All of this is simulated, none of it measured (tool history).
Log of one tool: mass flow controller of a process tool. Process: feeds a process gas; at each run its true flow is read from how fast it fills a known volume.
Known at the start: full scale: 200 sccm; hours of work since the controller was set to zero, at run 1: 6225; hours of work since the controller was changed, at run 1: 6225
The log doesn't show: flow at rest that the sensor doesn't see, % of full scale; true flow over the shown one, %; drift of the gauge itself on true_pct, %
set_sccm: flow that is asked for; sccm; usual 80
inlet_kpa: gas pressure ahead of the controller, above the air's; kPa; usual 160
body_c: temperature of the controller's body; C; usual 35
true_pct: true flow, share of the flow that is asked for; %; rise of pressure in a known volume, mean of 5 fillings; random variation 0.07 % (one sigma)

| run | hour | set_sccm | inlet_kpa | body_c | hours of work since the controller was set to zero | hours of work since the controller was changed | true_pct |
|---|---|---|---|---|---|---|---|
| 1 | 0 | 80 | 160 | 35 | 6225 | 6225 | 100.17 |
| 2 | 106.4 | 80 | 160 | 35 | 6283 | 6283 | 100.16 |
| 3 | 253.3 | 80 | 160 | 35 | 6363 | 6363 | 100.26 |
| 4 | 448.7 | 80 | 160 | 35 | 6470 | 6470 | 100.07 |
| 5 | 632.2 | 80 | 160 | 35 | 6570 | 6570 | 100.19 |
| 6 | 810.2 | 80 | 160 | 35 | 6667 | 6667 | 100.19 |
| 7 | 1004.8 | 80 | 160 | 21 | 6774 | 6774 | 99.41 |
| 8 | 1126.3 | 80 | 160 | 21 | 6840 | 6840 | 99.12 |
| 9 | 1263 | 80 | 160 | 21 | 6915 | 6915 | 99.12 |
| 10 | 1444.9 | 80 | 160 | 21 | 7014 | 7014 | 99.29 |
| 11 | 1561.2 | 80 | 160 | 21 | 7077 | 7077 | 99.19 |
| 12 | 1668.8 | 80 | 160 | 21 | 7136 | 7136 | 99.24 |
| 13 | 1759.5 | 77 | 160 | 35 | 7186 | 7186 | 100.39 |
| 14 | 1907.6 | 29 | 160 | 35 | 7267 | 7267 | 104.12 |
| 15 | 2037.2 | 29 | 160 | 35 | 7337 | 7337 | 104.29 |
| 16 | 2145.7 | 80 | 160 | 36 | 7397 | 7397 | 100.24 |
| 17 | 2290 | 92 | 225 | 36 | 7475 | 7475 | 100.46 |
| 18 | 2444.7 | 100 | 225 | 27 | 7560 | 7560 | 99.75 |
| 19 | 2534.3 | 37 | 165 | 38 | 7609 | 7609 | 103.1 |
| 20 | 2631.8 | 86 | 230 | 36 | 7662 | 7662 | 100.58 |
| 21 | 2755.1 | 86 | 164 | 36 | 7729 | 7729 | 100.22 |
|  | 2771.5 | controller exchanged for a calibrated one |
| 22 | 2858 | 86 | 164 | 36 | 47 | 47 | 99.45 |
| 23 | 3028.4 | 54 | 156 | 24 | 140 | 140 | 98.14 |
| 24 | 3227.8 | 54 | 156 | 24 | 249 | 249 | 98.21 |
| 25 | 3317.8 | 54 | 156 | 24 | 298 | 298 | 98.04 |
| 26 | 3498.7 | 25 | 156 | 29 | 397 | 397 | 98.56 |
| 27 | 3651.3 | 79 | 160 | 32 | 480 | 480 | 98.98 |
| 28 | 3852.5 | 79 | 160 | 32 | 590 | 590 | 99 |
| 29 | 3977.2 | 80 | 171 | 34 | 658 | 658 | 99.13 |
| 30 | 4105.9 | 80 | 171 | 34 | 728 | 728 | 99.16 |
| 31 | 4198.3 | 75 | 182 | 20 | 779 | 779 | 98.3 |

4 ways to go on from here, each from the tool as it stands after run 31. What would each give?
| A | 4297.3 | 75 | 267 | 20 | 833 | 833 | ? |
| B | 4297.3 | 31 | 195 | 32 | 833 | 833 | ? |
| C | 4297.3 | 80 | 271 | 35 | 833 | 833 | ? |
| D | 4297.3 | 127 | 141 | 20 | 833 | 833 | ? |

| run | true_pct |
|---|---|
| A | 98.52 |
| B | 98.97 |
| C | 99.7 |
| D | 98.38 |
Without the tool's hidden state the same runs would have given:
| run | true_pct |
|---|---|
| A | 98.58 |
| B | 98.6 |
| C | 99.78 |
| D | 98.57 |
